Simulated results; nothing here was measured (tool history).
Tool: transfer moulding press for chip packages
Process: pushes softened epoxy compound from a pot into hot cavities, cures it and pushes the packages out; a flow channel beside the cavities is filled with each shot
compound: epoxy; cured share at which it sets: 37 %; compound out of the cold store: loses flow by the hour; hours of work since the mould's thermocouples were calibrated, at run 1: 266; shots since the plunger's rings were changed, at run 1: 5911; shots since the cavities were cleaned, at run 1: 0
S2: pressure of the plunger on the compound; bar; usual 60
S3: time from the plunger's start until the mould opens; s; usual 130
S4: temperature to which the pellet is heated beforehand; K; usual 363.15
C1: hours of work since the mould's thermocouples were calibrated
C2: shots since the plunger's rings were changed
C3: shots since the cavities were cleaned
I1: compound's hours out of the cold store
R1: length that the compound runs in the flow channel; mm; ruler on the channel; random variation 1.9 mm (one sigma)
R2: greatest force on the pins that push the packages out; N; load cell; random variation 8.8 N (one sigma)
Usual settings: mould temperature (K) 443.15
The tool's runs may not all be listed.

{"run": 1, "hour": 0.0, "mould temperature (K)": 443.15, "S2": 60, "S3": 130, "S4": 363.15, "C1": 266, "C2": 5911, "C3": 0, "I1": 19.6, "R1": 616, "R2": 395}
{"run": 2, "hour": 5.4, "mould temperature (K)": 443.15, "S2": 60, "S3": 130, "S4": 363.15, "C1": 270, "C2": 5968, "C3": 57, "I1": 28.1, "R1": 597, "R2": 468}
{"hour": 13.7, "done": "plunger's sealing rings changed"}
{"run": 3, "hour": 18.4, "mould temperature (K)": 443.15, "S2": 60, "S3": 122, "S4": 363.15, "C1": 278, "C2": 50, "C3": 167, "I1": 44.8, "R1": 583, "R2": 582}
{"run": 4, "hour": 25.0, "mould temperature (K)": 443.15, "S2": 60, "S3": 122, "S4": 363.15, "C1": 283, "C2": 118, "C3": 235, "I1": 44.3, "R1": 587, "R2": 619}
{"run": 5, "hour": 31.8, "mould temperature (K)": 443.15, "S2": 60, "S3": 157, "S4": 363.15, "C1": 288, "C2": 189, "C3": 306, "I1": 20.6, "R1": 636, "R2": 567}
{"run": 6, "hour": 38.5, "mould temperature (K)": 443.15, "S2": 60, "S3": 157, "S4": 363.15, "C1": 293, "C2": 259, "C3": 376, "I1": 17.4, "R1": 644, "R2": 597}
{"run": 7, "hour": 47.2, "mould temperature (K)": 443.15, "S2": 60, "S3": 157, "S4": 363.15, "C1": 300, "C2": 351, "C3": 468, "I1": 14, "R1": 652, "R2": 648}
{"run": 8, "hour": 56.7, "mould temperature (K)": 443.15, "S2": 60, "S3": 130, "S4": 363.15, "C1": 307, "C2": 450, "C3": 567, "I1": 13.5, "R1": 653, "R2": 761}
{"run": 9, "hour": 65.5, "mould temperature (K)": 443.15, "S2": 60, "S3": 130, "S4": 363.15, "C1": 314, "C2": 542, "C3": 659, "I1": 22.2, "R1": 631, "R2": 757}
{"run": 10, "hour": 73.8, "mould temperature (K)": 443.15, "S2": 60, "S3": 130, "S4": 363.15, "C1": 320, "C2": 628, "C3": 745, "I1": 39.1, "R1": 595, "R2": 795}
{"run": 11, "hour": 78.9, "mould temperature (K)": 443.15, "S2": 60, "S3": 130, "S4": 363.15, "C1": 324, "C2": 682, "C3": 799, "I1": 9, "R1": 661, "R2": 771}
{"run": 12, "hour": 84.7, "mould temperature (K)": 443.15, "S2": 60, "S3": 130, "S4": 363.15, "C1": 329, "C2": 742, "C3": 859, "I1": 14.1, "R1": 651, "R2": 796}
{"hour": 88.5, "done": "cavities cleaned with cleaning compound and waxed"}
{"run": 13, "hour": 95.4, "mould temperature (K)": 443.15, "S2": 60, "S3": 130, "S4": 363.15, "C1": 336, "C2": 839, "C3": 72, "I1": 15.5, "R1": 643, "R2": 461}
{"run": 14, "hour": 100.8, "mould temperature (K)": 443.15, "S2": 60, "S3": 130, "S4": 363.15, "C1": 340, "C2": 895, "C3": 128, "I1": 17.9, "R1": 638, "R2": 512}
{"run": 15, "hour": 108.4, "mould temperature (K)": 443.15, "S2": 60, "S3": 130, "S4": 363.15, "C1": 346, "C2": 974, "C3": 207, "I1": 26.6, "R1": 618, "R2": 585}
{"run": 16, "hour": 115.0, "mould temperature (K)": 443.15, "S2": 54.2, "S3": 119, "S4": 363.15, "C1": 351, "C2": 1044, "C3": 277, "I1": 28.5, "R1": 586, "R2": 682}
{"run": 17, "hour": 124.8, "mould temperature (K)": 443.15, "S2": 54.2, "S3": 119, "S4": 363.15, "C1": 358, "C2": 1146, "C3": 379, "I1": 16.5, "R1": 610, "R2": 760}
{"run": 18, "hour": 133.5, "mould temperature (K)": 443.15, "S2": 54.2, "S3": 119, "S4": 363.15, "C1": 365, "C2": 1236, "C3": 469, "I1": 24.6, "R1": 591, "R2": 789}
{"run": 19, "hour": 142.1, "mould temperature (K)": 449.15, "S2": 74.4, "S3": 130, "S4": 363.15, "C1": 371, "C2": 1326, "C3": 559, "I1": 8.2, "R1": 708, "R2": 667}
{"run": 20, "hour": 152.3, "mould temperature (K)": 449.15, "S2": 74.4, "S3": 130, "S4": 363.15, "C1": 379, "C2": 1433, "C3": 666, "I1": 9.2, "R1": 703, "R2": 694}
{"run": 21, "hour": 158.3, "mould temperature (K)": 449.15, "S2": 74.4, "S3": 130, "S4": 365.15, "C1": 384, "C2": 1496, "C3": 729, "I1": 39, "R1": 629, "R2": 687}
{"run": 22, "hour": 165.6, "mould temperature (K)": 443.15, "S2": 55.8, "S3": 130, "S4": 363.15, "C1": 389, "C2": 1572, "C3": 805, "I1": 35.4, "R1": 578, "R2": 805}
{"hour": 174.6, "done": "cavities cleaned with cleaning compound and waxed"}
{"run": 23, "hour": 175.1, "mould temperature (K)": 446.15, "S2": 63, "S3": 133, "S4": 357.15, "C1": 396, "C2": 1656, "C3": 5, "I1": 33.7, "R1": 605, "R2": 356}
{"run": 24, "hour": 180.7, "mould temperature (K)": 447.15, "S2": 64.8, "S3": 162, "S4": 369.15, "C1": 400, "C2": 1714, "C3": 63, "I1": 33.6, "R1": 608, "R2": 409}
{"run": 25, "hour": 190.6, "mould temperature (K)": 435.15, "S2": 51.1, "S3": 157, "S4": 369.15, "C1": 407, "C2": 1818, "C3": 167, "I1": 15.4, "R1": 629, "R2": 638}
{"run": 26, "hour": 196.0, "mould temperature (K)": 445.15, "S2": 60.6, "S3": 134, "S4": 373.15, "C1": 412, "C2": 1874, "C3": 223, "I1": 25, "R1": 609, "R2": 516}
{"run": 27, "hour": 206.8, "mould temperature (K)": 438.15, "S2": 49.1, "S3": 134, "S4": 361.15, "C1": 420, "C2": 1988, "C3": 337, "I1": 24.2, "R1": 583, "R2": 834}
{"run": 28, "hour": 214.0, "mould temperature (K)": 445.15, "S2": 60, "S3": 130, "S4": 363.15, "C1": 425, "C2": 2063, "C3": 412, "I1": 44.8, "R1": 567, "R2": 629}
{"run": 29, "hour": 219.7, "mould temperature (K)": 443.15, "S2": 49.6, "S3": 143, "S4": 365.15, "C1": 430, "C2": 2122, "C3": 471, "I1": 19.5, "R1": 573, "R2": 645}

3 ways to go on from here, each from the tool as it stands after run 29. What would each give?
{"run": "A", "hour": 229.5, "mould temperature (K)": 448.15, "S2": 47.2, "S3": 130, "S4": 356.15, "C1": 437, "C2": 2225, "C3": 574, "I1": 17.7, "R1": "?", "R2": "?"}
{"run": "B", "hour": 229.5, "mould temperature (K)": 448.15, "S2": 64.7, "S3": 112, "S4": 363.15, "C1": 437, "C2": 2225, "C3": 574, "I1": 30.9, "R1": "?", "R2": "?"}
{"run": "C", "hour": 229.5, "mould temperature (K)": 443.15, "S2": 61.5, "S3": 143, "S4": 357.15, "C1": 437, "C2": 2225, "C3": 574, "I1": 31.6, "R1": "?", "R2": "?"}

run=A R1=546 R2=668
run=B R1=607 R2=698
run=C R1=606 R2=666
Without the tool's hidden state the same runs would have given:
run=A R1=557 R2=349
run=B R1=619 R2=368
run=C R1=619 R2=349
